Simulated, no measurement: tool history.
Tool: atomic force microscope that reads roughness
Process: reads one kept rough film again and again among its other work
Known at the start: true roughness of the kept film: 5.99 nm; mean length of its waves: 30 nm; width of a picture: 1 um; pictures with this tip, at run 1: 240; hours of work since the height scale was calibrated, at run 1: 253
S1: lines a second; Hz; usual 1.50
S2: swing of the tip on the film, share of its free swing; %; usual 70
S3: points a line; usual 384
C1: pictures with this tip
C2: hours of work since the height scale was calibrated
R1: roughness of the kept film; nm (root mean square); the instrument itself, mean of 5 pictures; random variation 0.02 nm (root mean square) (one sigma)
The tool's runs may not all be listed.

run     day    S1  S2   S3   C1   C2     R1
  1   0.000  1.50  70  384  240  253  3.891
  2   1.333  1.50  70  384  262  267  3.829
  3   2.679  1.50  70  384  285  281  3.785
  4   4.204  1.50  70  384  311  296  3.715
  5   5.029  0.73  70  384  324  304  3.747
  6   5.792  0.73  70  384  337  312  3.734
  7   6.929  0.73  70  384  356  324  3.676
  8   8.212  0.73  70  384  378  337  3.613
      8.571  -- new tip fitted
  9   9.779  0.73  70  384   20  352  4.959
 10  10.683  1.61  70  384   35  362  4.739
 11  12.358  1.73  70  384   63  379  4.579
 12  13.950  1.73  70  384   90  395  4.462
 13  14.833  0.64  70  384  105  404  4.587
 14  15.979  0.64  70  384  124  415  4.459
 15  17.267  0.64  70  384  146  428  4.390
 16  18.025  1.50  70  759  158  436  4.221
 17  19.479  1.50  70  384  183  451  4.107
 18  21.308  1.50  70  384  214  469  3.993
 19  22.275  1.50  85  384  230  479  3.703
 20  23.042  1.50  85  384  243  487  3.636
 21  24.775  0.90  70  384  272  505  3.895
 22  25.542  3.24  58  601  285  512  3.757
 23  27.033  3.24  58  601  310  528  3.699
 24  28.733  3.24  58  601  338  545  3.621
 25  29.842  1.50  86  641  357  556  3.320
 26  30.788  0.62  61  612  373  566  3.678
     31.396  -- new tip fitted
 27  32.267  1.50  70  290   14  580  4.785
 28  34.088  1.50  89  384   45  599  4.310
 29  35.892  0.83  89  342   75  617  4.429
 30  36.725  0.83  89  342   89  626  4.375
 31  37.529  0.66  58  384  103  634  4.633
 32  39.146  0.70  77  651  130  650  4.433
 33  40.971  0.62  55  756  161  669  4.432
 34  42.012  0.62  55  756  178  679  4.379
 35  43.383  0.62  55  756  201  693  4.267
 36  44.458  0.56  74  834  219  704  4.147
 37  45.375  1.47  74  595  235  714  3.893
 38  46.921  2.83  63  632  261  729  3.823
 39  48.317  1.50  69  307  284  743  3.780
 40  49.225  1.50  69  307  299  753  3.703
 41  50.662  1.50  69  307  324  767  3.673
 42  51.462  0.71  82  384  337  775  3.616

Hidden state or all else? Some run-to-run changes of R1, split into what the settings, what came in and random variation would give without the hidden state, and what is left for the hidden state (with any gauge scatter that isn't in both results):
The hidden state here: radius of the tip, nm; height scale over the true one, %; drift of the gauge itself on roughness_nm, %.
Run 8 -> 9: new tip fitted. R1 +1.346 nm (root mean square): hidden state +1.366, all else -0.020.
Run 25 -> 26: S1 1.50 -> 0.62, S2 86 -> 61, S3 641 -> 612. R1 +0.358 nm (root mean square): hidden state -0.207, all else +0.565.
Run 26 -> 27: S1 0.62 -> 1.50, S2 61 -> 70, S3 612 -> 290, new tip fitted. R1 +1.107 nm (root mean square): hidden state +1.389, all else -0.282.
Run 27 -> 28: S2 70 -> 89, S3 290 -> 384. R1 -0.475 nm (root mean square): hidden state -0.123, all else -0.352.
